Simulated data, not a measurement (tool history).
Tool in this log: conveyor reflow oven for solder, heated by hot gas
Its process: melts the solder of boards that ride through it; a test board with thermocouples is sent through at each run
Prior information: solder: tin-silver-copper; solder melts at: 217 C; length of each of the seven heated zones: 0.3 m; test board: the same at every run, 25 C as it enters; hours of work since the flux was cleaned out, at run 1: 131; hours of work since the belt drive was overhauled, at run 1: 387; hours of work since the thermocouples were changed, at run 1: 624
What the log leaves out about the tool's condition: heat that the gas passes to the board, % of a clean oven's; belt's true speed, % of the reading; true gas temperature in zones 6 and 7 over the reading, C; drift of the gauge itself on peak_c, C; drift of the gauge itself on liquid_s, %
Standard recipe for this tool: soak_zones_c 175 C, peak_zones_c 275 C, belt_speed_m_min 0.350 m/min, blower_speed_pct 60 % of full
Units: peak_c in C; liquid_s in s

run     day  soak_zones_c  peak_zones_c  belt_speed_m_min  blower_speed_pct  hours of work since the flux was cleaned out  hours of work since the belt drive was overhauled  hours of work since the thermocouples were changed  peak_c  liquid_s
  1   0.000           175           275             0.350                60                                           131                                                387                                                 624   264.2      88.7
  2   0.396           175           275             0.350                60                                           135                                                391                                                 628   264.0      88.4
  3   1.029           175           275             0.350                60                                           143                                                399                                                 636   263.9      88.9
  4   1.704           175           275             0.350                60                                           150                                                406                                                 643   264.1      89.2
  5   2.217           175           275             0.350                60                                           156                                                412                                                 649   263.8      89.6
      2.471  -- flux residue cleaned out of gas plates and filters
  6   3.046           175           275             0.350                60                                             7                                                419                                                 656   264.9      90.4
  7   3.933           175           275             0.350                60                                            17                                                430                                                 667   264.4      89.4
  8   4.508           175           265             0.350                60                                            23                                                436                                                 673   254.7      82.8
  9   5.404           175           265             0.350                60                                            34                                                446                                                 683   255.4      83.1
 10   5.783           169           275             0.350                60                                            38                                                451                                                 688   263.9      86.9
 11   6.271           175           275             0.312                60                                            44                                                456                                                 693   268.0     103.4
 12   6.912           175           279             0.312                60                                            51                                                464                                                 701   271.8     105.3
 13   7.296           175           279             0.312                60                                            55                                                468                                                 705   271.9     105.4
 14   8.104           172           275             0.350                60                                            65                                                477                                                 714   264.7      88.3
 15   8.833           172           275             0.350                60                                            73                                                486                                                 723   263.8      88.2
 16   9.617           175           275             0.356                60                                            82                                                495                                                 732   263.9      87.6
 17  10.392           175           275             0.356                60                                            91                                                504                                                 741   263.9      88.6
 18  11.296           180           280             0.377                63                                           101                                                514                                                 751   267.8      87.5
 19  12.154           180           280             0.377                63                                           111                                                524                                                 761   268.5      86.9
 20  12.750           160           272             0.350                60                                           118                                                531                                                 768   259.7      79.8
 21  13.258           182           285             0.326                86                                           124                                                536                                                 774   279.5     107.9
 22  14.046           182           285             0.326                86                                           133                                                546                                                 783   279.3     107.6
 23  14.621           182           285             0.326                86                                           139                                                552                                                 789   278.9     108.4
 24  15.454           182           285             0.326                86                                           149                                                562                                                 799   279.2     109.1
 25  16.071           182           285             0.326                86                                           156                                                569                                                 806   279.0     108.6
     16.396  -- flux residue cleaned out of gas plates and filters
 26  16.917           186           274             0.363                63                                             6                                                576                                                 813   265.2      91.9
 27  17.583           169           286             0.350                60                                            14                                                584                                                 821   274.7      93.5
 28  18.188           169           286             0.350                60                                            21                                                591                                                 828   274.3      94.0
 29  18.654           186           274             0.292                68                                            26                                                596                                                 833   270.4     119.7
 30  19.488           186           288             0.292                88                                            35                                                606                                                 843   284.9     125.8
 31  19.875           186           288             0.292                88                                            40                                                610                                                 847   285.3     125.4

Subtracting, for every run, the result it would have given without the tool's unlogged condition from the measured result gives the following. The same run-to-run variation enters both numbers; the gauge's scatter may not:
run  peak_c  liquid_s
  1    +1.6      +2.0
  2    +1.5      +1.9
  3    +1.5      +1.9
  4    +1.5      +1.9
  5    +1.5      +1.9
  6    +2.2      +2.6
  7    +2.2      +2.5
  8    +2.1      +2.8
  9    +2.2      +2.9
 10    +2.2      +2.6
 11    +2.2      +2.7
 12    +2.3      +2.7
 13    +2.2      +2.7
 14    +2.2      +2.6
 15    +2.1      +2.6
 16    +2.1      +2.6
 17    +2.1      +2.7
 18    +2.0      +2.4
 19    +2.1      +2.4
 20    +2.1      +2.7
 21    +2.1      +2.5
 22    +2.1      +2.6
 23    +2.1      +2.5
 24    +2.1      +2.7
 25    +2.1      +2.7
 26    +2.7      +3.0
 27    +2.8      +3.0
 28    +2.7      +3.1
 29    +2.7      +3.4
 30    +2.7      +3.1
 31    +2.7      +3.2

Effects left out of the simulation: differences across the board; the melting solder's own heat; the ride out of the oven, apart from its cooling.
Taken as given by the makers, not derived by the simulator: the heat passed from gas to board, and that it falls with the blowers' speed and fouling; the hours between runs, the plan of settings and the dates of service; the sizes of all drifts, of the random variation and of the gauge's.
